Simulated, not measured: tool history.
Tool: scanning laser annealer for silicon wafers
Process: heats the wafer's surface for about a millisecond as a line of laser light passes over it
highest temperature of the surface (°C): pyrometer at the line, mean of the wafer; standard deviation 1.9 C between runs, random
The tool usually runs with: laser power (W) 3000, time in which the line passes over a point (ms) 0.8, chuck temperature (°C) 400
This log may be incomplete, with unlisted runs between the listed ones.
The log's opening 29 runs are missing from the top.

run   hour  laser power (W)  time in which the line passes over a point (ms)  chuck temperature (°C)  highest temperature of the surface (°C)
 30  676.4             2784                                            0.907                     361                                     1099
 31  698.1             3000                                            0.785                     392                                     1139
 32  726.7             3000                                            0.785                     392                                     1143
 33  747.5             2695                                            0.703                     400                                     1024
 34  760.8             2878                                            0.703                     394                                     1066
 35  775.7             2651                                            0.707                     364                                      975
 36  792.7             2951                                            0.707                     379                                     1075
 37  806.7             2841                                            0.886                     409                                     1151
 38  822.5             3057                                              0.8                     400                                     1168
 39  837.4             3162                                            0.719                     379                                     1138
 40  867.2             2650                                            0.753                     361                                      989
 41  894.7             2650                                            0.792                     416                                     1056

Alternative continuations, all from the tool just after run 41; predict every row:
  A  926.5             3000                                            0.801                     400                                        ?
  B  926.5             3064                                            0.792                     429                                        ?
  C  926.5             2963                                            0.939                     417                                        ?
  D  926.5             3037                                            0.591                     399                                        ?

run  highest temperature of the surface (°C)
  A                                     1148
  B                                     1189
  C                                     1210
  D                                     1047
With no hidden state in the tool, these same runs would have given:
run  highest temperature of the surface (°C)
  A                                     1169
  B                                     1210
  C                                     1232
  D                                     1065

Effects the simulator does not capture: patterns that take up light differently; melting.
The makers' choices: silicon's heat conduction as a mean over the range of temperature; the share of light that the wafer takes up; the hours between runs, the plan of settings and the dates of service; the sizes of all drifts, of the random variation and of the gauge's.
